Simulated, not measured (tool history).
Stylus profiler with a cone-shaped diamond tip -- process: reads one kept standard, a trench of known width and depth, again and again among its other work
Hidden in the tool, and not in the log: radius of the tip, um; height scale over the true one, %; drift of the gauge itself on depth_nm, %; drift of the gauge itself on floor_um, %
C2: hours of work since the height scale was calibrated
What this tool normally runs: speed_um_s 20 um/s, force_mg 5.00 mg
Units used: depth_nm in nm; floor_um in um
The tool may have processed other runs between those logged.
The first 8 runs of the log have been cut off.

run 9 hour=110.3 | speed_um_s=20 force_mg=5.00 | scans_with_this_tip=4832 C2=376 | depth_nm=102.40 floor_um=47.79
run 10 hour=127.4 | speed_um_s=20 force_mg=5.00 | scans_with_this_tip=4961 C2=386 | depth_nm=102.53 floor_um=47.82
run 11 hour=137.0 | speed_um_s=20 force_mg=5.00 | scans_with_this_tip=5033 C2=392 | depth_nm=102.45 floor_um=47.77
run 12 hour=156.7 | speed_um_s=6 force_mg=5.00 | scans_with_this_tip=5180 C2=403 | depth_nm=102.50 floor_um=47.77
run 13 hour=175.9 | speed_um_s=9 force_mg=5.00 | scans_with_this_tip=5325 C2=415 | depth_nm=102.48 floor_um=47.82
run 14 hour=194.0 | speed_um_s=20 force_mg=5.00 | scans_with_this_tip=5461 C2=425 | depth_nm=102.46 floor_um=47.77
-- hour=196.1 height scale calibrated on a step standard
run 15 hour=206.5 | speed_um_s=20 force_mg=7.28 | scans_with_this_tip=5551 C2=6 | depth_nm=103.16 floor_um=47.71
run 16 hour=224.7 | speed_um_s=20 force_mg=5.00 | scans_with_this_tip=5688 C2=17 | depth_nm=102.44 floor_um=47.75
-- hour=226.6 height scale calibrated on a step standard, once more
run 17 hour=241.1 | speed_um_s=20 force_mg=4.05 | scans_with_this_tip=5807 C2=9 | depth_nm=102.12 floor_um=47.75
run 18 hour=256.5 | speed_um_s=62 force_mg=5.00 | scans_with_this_tip=5923 C2=18 | depth_nm=102.40 floor_um=47.68
run 19 hour=267.1 | speed_um_s=62 force_mg=3.64 | scans_with_this_tip=6002 C2=24 | depth_nm=101.88 floor_um=47.59
run 20 hour=284.7 | speed_um_s=76 force_mg=10.73 | scans_with_this_tip=6135 C2=34 | depth_nm=103.98 floor_um=47.69
run 21 hour=302.4 | speed_um_s=14 force_mg=5.00 | scans_with_this_tip=6268 C2=44 | depth_nm=102.37 floor_um=47.72
run 22 hour=311.1 | speed_um_s=48 force_mg=10.17 | scans_with_this_tip=6333 C2=49 | depth_nm=103.87 floor_um=47.74
run 23 hour=324.1 | speed_um_s=48 force_mg=10.17 | scans_with_this_tip=6431 C2=57 | depth_nm=103.88 floor_um=47.68
run 24 hour=335.7 | speed_um_s=20 force_mg=2.30 | scans_with_this_tip=6518 C2=64 | depth_nm=101.41 floor_um=47.69
run 25 hour=344.8 | speed_um_s=20 force_mg=2.30 | scans_with_this_tip=6586 C2=69 | depth_nm=101.40 floor_um=47.75
run 26 hour=362.8 | speed_um_s=20 force_mg=13.01 | scans_with_this_tip=6721 C2=80 | depth_nm=104.65 floor_um=47.71
run 27 hour=380.8 | speed_um_s=58 force_mg=13.49 | scans_with_this_tip=6856 C2=90 | depth_nm=104.74 floor_um=47.67
run 28 hour=394.8 | speed_um_s=28 force_mg=4.24 | scans_with_this_tip=6962 C2=98 | depth_nm=102.20 floor_um=47.62
run 29 hour=402.9 | speed_um_s=28 force_mg=4.24 | scans_with_this_tip=7022 C2=103 | depth_nm=102.13 floor_um=47.60
run 30 hour=416.3 | speed_um_s=5 force_mg=10.81 | scans_with_this_tip=7123 C2=111 | depth_nm=104.03 floor_um=47.74
run 31 hour=428.8 | speed_um_s=22 force_mg=9.46 | scans_with_this_tip=7217 C2=118 | depth_nm=103.82 floor_um=47.70
run 32 hour=441.3 | speed_um_s=12 force_mg=7.78 | scans_with_this_tip=7311 C2=126 | depth_nm=103.27 floor_um=47.66
run 33 hour=456.5 | speed_um_s=52 force_mg=6.18 | scans_with_this_tip=7425 C2=135 | depth_nm=102.79 floor_um=47.66

Consider 3 possible next runs. They are alternatives, not a sequence: every one starts from the tool as it was left by run 33. What does each give?
run A hour=472.1 | speed_um_s=52 force_mg=12.05 | scans_with_this_tip=7542 C2=144 | depth_nm=? floor_um=?
run B hour=472.1 | speed_um_s=38 force_mg=5.00 | scans_with_this_tip=7542 C2=144 | depth_nm=? floor_um=?
run C hour=472.1 | speed_um_s=30 force_mg=6.18 | scans_with_this_tip=7542 C2=144 | depth_nm=? floor_um=?

run=A depth_nm=104.40 floor_um=47.66
run=B depth_nm=102.45 floor_um=47.67
run=C depth_nm=102.82 floor_um=47.67
The same runs, with their run-to-run variation unchanged, on a tool lacking any hidden condition would have given:
run=A depth_nm=104.40 floor_um=47.96
run=B depth_nm=102.45 floor_um=47.97
run=C depth_nm=102.82 floor_um=47.97
